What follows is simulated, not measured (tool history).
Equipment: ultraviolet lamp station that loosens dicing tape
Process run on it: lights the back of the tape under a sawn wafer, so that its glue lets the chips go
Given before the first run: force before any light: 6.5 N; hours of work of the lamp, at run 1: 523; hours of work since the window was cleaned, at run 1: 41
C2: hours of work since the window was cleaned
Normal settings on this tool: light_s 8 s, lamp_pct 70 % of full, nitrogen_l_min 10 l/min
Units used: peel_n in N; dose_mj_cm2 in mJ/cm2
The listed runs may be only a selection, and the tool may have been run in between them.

run 1 hour=0.0 | light_s=8 lamp_pct=70 nitrogen_l_min=10 | hours_of_work_of_the_lamp=523 C2=41 | peel_n=1.093 dose_mj_cm2=373
run 2 hour=13.4 | light_s=8 lamp_pct=70 nitrogen_l_min=10 | hours_of_work_of_the_lamp=533 C2=52 | peel_n=1.099 dose_mj_cm2=365
run 3 hour=31.2 | light_s=8 lamp_pct=70 nitrogen_l_min=10 | hours_of_work_of_the_lamp=547 C2=65 | peel_n=1.157 dose_mj_cm2=358
run 4 hour=42.8 | light_s=8 lamp_pct=72 nitrogen_l_min=10 | hours_of_work_of_the_lamp=556 C2=74 | peel_n=1.094 dose_mj_cm2=362
run 5 hour=57.2 | light_s=8 lamp_pct=72 nitrogen_l_min=10 | hours_of_work_of_the_lamp=567 C2=85 | peel_n=1.101 dose_mj_cm2=366
run 6 hour=74.7 | light_s=8 lamp_pct=72 nitrogen_l_min=10 | hours_of_work_of_the_lamp=581 C2=99 | peel_n=1.181 dose_mj_cm2=355
run 7 hour=91.1 | light_s=8 lamp_pct=72 nitrogen_l_min=10 | hours_of_work_of_the_lamp=593 C2=112 | peel_n=1.145 dose_mj_cm2=346
run 8 hour=105.4 | light_s=8 lamp_pct=72 nitrogen_l_min=10 | hours_of_work_of_the_lamp=604 C2=123 | peel_n=1.189 dose_mj_cm2=343
run 9 hour=121.9 | light_s=8 lamp_pct=72 nitrogen_l_min=10 | hours_of_work_of_the_lamp=617 C2=135 | peel_n=1.178 dose_mj_cm2=338
run 10 hour=130.0 | light_s=8 lamp_pct=70 nitrogen_l_min=10 | hours_of_work_of_the_lamp=623 C2=142 | peel_n=1.343 dose_mj_cm2=328
run 11 hour=141.4 | light_s=8 lamp_pct=70 nitrogen_l_min=10 | hours_of_work_of_the_lamp=632 C2=150 | peel_n=1.318 dose_mj_cm2=324
run 12 hour=152.3 | light_s=8 lamp_pct=70 nitrogen_l_min=10 | hours_of_work_of_the_lamp=641 C2=159 | peel_n=1.339 dose_mj_cm2=319
run 13 hour=167.3 | light_s=8 lamp_pct=64 nitrogen_l_min=10 | hours_of_work_of_the_lamp=652 C2=170 | peel_n=1.584 dose_mj_cm2=290
run 14 hour=182.9 | light_s=8 lamp_pct=64 nitrogen_l_min=10 | hours_of_work_of_the_lamp=664 C2=182 | peel_n=1.538 dose_mj_cm2=286
run 15 hour=190.1 | light_s=8 lamp_pct=64 nitrogen_l_min=10 | hours_of_work_of_the_lamp=670 C2=188 | peel_n=1.554 dose_mj_cm2=285
run 16 hour=201.1 | light_s=8 lamp_pct=64 nitrogen_l_min=10 | hours_of_work_of_the_lamp=678 C2=197 | peel_n=1.614 dose_mj_cm2=280
run 17 hour=216.0 | light_s=8 lamp_pct=70 nitrogen_l_min=4 | hours_of_work_of_the_lamp=690 C2=208 | peel_n=2.129 dose_mj_cm2=300
run 18 hour=233.6 | light_s=8 lamp_pct=70 nitrogen_l_min=4 | hours_of_work_of_the_lamp=703 C2=222 | peel_n=2.144 dose_mj_cm2=297
run 19 hour=241.2 | light_s=8 lamp_pct=70 nitrogen_l_min=4 | hours_of_work_of_the_lamp=709 C2=228 | peel_n=2.219 dose_mj_cm2=294
run 20 hour=251.2 | light_s=8 lamp_pct=70 nitrogen_l_min=4 | hours_of_work_of_the_lamp=717 C2=235 | peel_n=2.258 dose_mj_cm2=291
run 21 hour=265.6 | light_s=8 lamp_pct=70 nitrogen_l_min=4 | hours_of_work_of_the_lamp=728 C2=246 | peel_n=2.213 dose_mj_cm2=288
run 22 hour=279.7 | light_s=8 lamp_pct=70 nitrogen_l_min=4 | hours_of_work_of_the_lamp=739 C2=257 | peel_n=2.294 dose_mj_cm2=286
-- hour=285.9 window cleaned of glue's vapour
run 23 hour=292.5 | light_s=8 lamp_pct=89 nitrogen_l_min=15 | hours_of_work_of_the_lamp=749 C2=5 | peel_n=0.677 dose_mj_cm2=431
run 24 hour=300.9 | light_s=9 lamp_pct=70 nitrogen_l_min=20 | hours_of_work_of_the_lamp=755 C2=12 | peel_n=0.779 dose_mj_cm2=382
run 25 hour=308.3 | light_s=10 lamp_pct=72 nitrogen_l_min=9 | hours_of_work_of_the_lamp=761 C2=17 | peel_n=0.859 dose_mj_cm2=430
run 26 hour=324.9 | light_s=12 lamp_pct=80 nitrogen_l_min=9 | hours_of_work_of_the_lamp=774 C2=30 | peel_n=0.512 dose_mj_cm2=570
run 27 hour=342.7 | light_s=13 lamp_pct=82 nitrogen_l_min=10 | hours_of_work_of_the_lamp=787 C2=44 | peel_n=0.433 dose_mj_cm2=616
run 28 hour=350.5 | light_s=13 lamp_pct=72 nitrogen_l_min=16 | hours_of_work_of_the_lamp=793 C2=50 | peel_n=0.413 dose_mj_cm2=539
run 29 hour=368.0 | light_s=13 lamp_pct=72 nitrogen_l_min=16 | hours_of_work_of_the_lamp=807 C2=63 | peel_n=0.452 dose_mj_cm2=535
run 30 hour=381.1 | light_s=4 lamp_pct=63 nitrogen_l_min=5 | hours_of_work_of_the_lamp=817 C2=74 | peel_n=3.717 dose_mj_cm2=140
run 31 hour=394.6 | light_s=7 lamp_pct=69 nitrogen_l_min=8 | hours_of_work_of_the_lamp=827 C2=84 | peel_n=1.884 dose_mj_cm2=266
run 32 hour=404.1 | light_s=7 lamp_pct=69 nitrogen_l_min=8 | hours_of_work_of_the_lamp=835 C2=91 | peel_n=1.823 dose_mj_cm2=262
run 33 hour=411.9 | light_s=7 lamp_pct=69 nitrogen_l_min=8 | hours_of_work_of_the_lamp=841 C2=97 | peel_n=1.837 dose_mj_cm2=262
run 34 hour=428.2 | light_s=8 lamp_pct=77 nitrogen_l_min=10 | hours_of_work_of_the_lamp=853 C2=110 | peel_n=1.234 dose_mj_cm2=332
run 35 hour=440.7 | light_s=5 lamp_pct=81 nitrogen_l_min=10 | hours_of_work_of_the_lamp=863 C2=120 | peel_n=2.272 dose_mj_cm2=215
run 36 hour=454.4 | light_s=5 lamp_pct=97 nitrogen_l_min=9 | hours_of_work_of_the_lamp=874 C2=130 | peel_n=1.947 dose_mj_cm2=252
run 37 hour=470.5 | light_s=5 lamp_pct=97 nitrogen_l_min=9 | hours_of_work_of_the_lamp=886 C2=143 | peel_n=1.901 dose_mj_cm2=249
run 38 hour=483.2 | light_s=5 lamp_pct=97 nitrogen_l_min=9 | hours_of_work_of_the_lamp=896 C2=152 | peel_n=1.899 dose_mj_cm2=246
run 39 hour=498.1 | light_s=10 lamp_pct=80 nitrogen_l_min=10 | hours_of_work_of_the_lamp=907 C2=164 | peel_n=0.929 dose_mj_cm2=397
run 40 hour=509.6 | light_s=10 lamp_pct=80 nitrogen_l_min=10 | hours_of_work_of_the_lamp=916 C2=173 | peel_n=0.974 dose_mj_cm2=399
run 41 hour=523.2 | light_s=13 lamp_pct=70 nitrogen_l_min=14 | hours_of_work_of_the_lamp=927 C2=183 | peel_n=0.647 dose_mj_cm2=444
run 42 hour=536.6 | light_s=15 lamp_pct=70 nitrogen_l_min=10 | hours_of_work_of_the_lamp=937 C2=194 | peel_n=0.617 dose_mj_cm2=507
run 43 hour=544.6 | light_s=15 lamp_pct=70 nitrogen_l_min=10 | hours_of_work_of_the_lamp=943 C2=200 | peel_n=0.630 dose_mj_cm2=505

Each row is a separate what-if for the run after 43, all from the same tool condition, not one after another. Results?
run A hour=554.5 | light_s=12 lamp_pct=70 nitrogen_l_min=13 | hours_of_work_of_the_lamp=951 C2=207 | peel_n=? dose_mj_cm2=?
run B hour=554.5 | light_s=8 lamp_pct=70 nitrogen_l_min=3 | hours_of_work_of_the_lamp=951 C2=207 | peel_n=? dose_mj_cm2=?
run C hour=554.5 | light_s=7 lamp_pct=70 nitrogen_l_min=18 | hours_of_work_of_the_lamp=951 C2=207 | peel_n=? dose_mj_cm2=?
run D hour=554.5 | light_s=9 lamp_pct=72 nitrogen_l_min=11 | hours_of_work_of_the_lamp=951 C2=207 | peel_n=? dose_mj_cm2=?
run E hour=554.5 | light_s=5 lamp_pct=72 nitrogen_l_min=10 | hours_of_work_of_the_lamp=951 C2=207 | peel_n=? dose_mj_cm2=?

run=A peel_n=0.828 dose_mj_cm2=397
run=B peel_n=2.627 dose_mj_cm2=268
run=C peel_n=1.682 dose_mj_cm2=237
run=D peel_n=1.407 dose_mj_cm2=302
run=E peel_n=2.717 dose_mj_cm2=168
The same runs, with their run-to-run variation unchanged, on a tool lacking any hidden condition would have given:
run=A peel_n=0.305 dose_mj_cm2=690
run=B peel_n=1.409 dose_mj_cm2=463
run=C peel_n=0.712 dose_mj_cm2=409
run=D peel_n=0.549 dose_mj_cm2=526
run=E peel_n=1.482 dose_mj_cm2=293
